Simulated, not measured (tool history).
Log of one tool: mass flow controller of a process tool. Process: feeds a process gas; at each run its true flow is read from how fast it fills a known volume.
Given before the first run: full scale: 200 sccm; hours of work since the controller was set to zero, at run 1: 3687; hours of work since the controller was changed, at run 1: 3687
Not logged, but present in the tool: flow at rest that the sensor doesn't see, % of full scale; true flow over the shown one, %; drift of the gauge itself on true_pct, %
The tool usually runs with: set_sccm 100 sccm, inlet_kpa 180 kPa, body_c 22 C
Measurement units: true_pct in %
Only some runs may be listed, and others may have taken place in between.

run	hour	set_sccm	inlet_kpa	body_c	hours of work since the controller was set to zero	hours of work since the controller was changed	true_pct
1	0.0	100	180	22	3687	3687	99.03
2	133.6	100	180	22	3783	3783	99.05
3	308.8	100	180	22	3909	3909	98.94
4	495.2	100	180	22	4043	4043	98.81
5	614.7	100	180	22	4129	4129	98.70
6	799.1	100	180	22	4261	4261	98.71
7	1009.4	100	180	22	4412	4412	98.66
8	1120.5	100	180	22	4492	4492	98.46
9	1214.0	100	180	22	4559	4559	98.55
10	1397.8	100	180	22	4691	4691	98.42
11	1531.5	100	180	22	4787	4787	98.40
12	1656.7	100	180	22	4877	4877	98.36
13	1762.7	100	180	22	4953	4953	98.15
14	1953.3	100	180	22	5090	5090	98.26
15	2051.7	69	180	35	5161	5161	97.19
# hour 2103.7: controller's zero set anew
16	2250.4	69	180	35	105	5303	97.17
17	2340.8	28	165	22	170	5368	97.24
18	2527.1	55	160	28	304	5502	97.25
19	2633.9	34	183	28	381	5579	96.94
20	2743.5	34	183	28	460	5658	96.74
21	2857.7	195	183	28	542	5740	98.77
22	3050.0	100	211	33	680	5878	97.11
23	3141.9	100	158	22	746	5944	97.83
24	3285.0	100	158	22	849	6047	97.72

Alternative continuations, all from the tool just after run 24; predict every row:
A	3413.3	100	180	28	941	6139	?
B	3413.3	112	180	22	941	6139	?
C	3413.3	100	145	25	941	6139	?
D	3413.3	100	266	22	941	6139	?

run	true_pct
A	97.26
B	97.90
C	97.51
D	97.31
Had the tool no hidden state, the same runs would have come out as:
run	true_pct
A	98.61
B	99.26
C	98.86
D	98.66
